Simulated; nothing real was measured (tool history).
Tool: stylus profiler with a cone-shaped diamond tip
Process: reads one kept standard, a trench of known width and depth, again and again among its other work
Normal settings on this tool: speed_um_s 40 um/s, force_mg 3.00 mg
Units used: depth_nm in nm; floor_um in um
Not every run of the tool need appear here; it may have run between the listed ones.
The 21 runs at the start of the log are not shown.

run	hour	speed_um_s	force_mg	scans with this tip	hours of work since the height scale was calibrated	depth_nm	floor_um
22	487.4	28	1.85	7296	505	100.45	18.44
23	506.9	85	5.58	7442	515	100.93	18.28
24	531.2	12	1.21	7623	527	100.38	18.51
25	552.0	19	7.58	7778	538	101.20	18.45
26	579.0	143	8.62	7979	552	101.30	18.23
27	610.6	124	3.91	8214	568	100.72	18.10
28	633.4	37	7.13	8384	580	101.12	18.50
29	647.3	76	1.33	8488	587	100.34	18.10
30	665.9	76	1.33	8626	597	100.36	18.07
31	688.5	13	6.41	8795	608	101.09	18.51
32	715.0	13	6.41	8992	622	101.00	18.53
33	741.3	13	3.22	9189	635	100.66	18.48
34	756.3	13	2.43	9300	643	100.56	18.54
35	786.1	129	1.88	9522	658	100.47	17.84
36	817.6	129	1.88	9757	675	100.48	17.82
37	833.8	129	1.88	9878	683	100.44	17.88
38	861.8	62	4.35	10086	697	100.87	18.28

Here are 4 independent what-if runs from the current tool condition. What would each one return?
A	878.5	74	4.84	10211	706	?	?
B	878.5	12	1.90	10211	706	?	?
C	878.5	35	2.84	10211	706	?	?
D	878.5	62	3.86	10211	706	?	?

run	depth_nm	floor_um
A	100.92	18.30
B	100.46	18.57
C	100.65	18.41
D	100.72	18.31
The same runs, with their run-to-run variation unchanged, on a tool lacking any hidden condition would have given:
run	depth_nm	floor_um
A	100.93	18.31
B	100.46	18.58
C	100.66	18.41
D	100.73	18.32
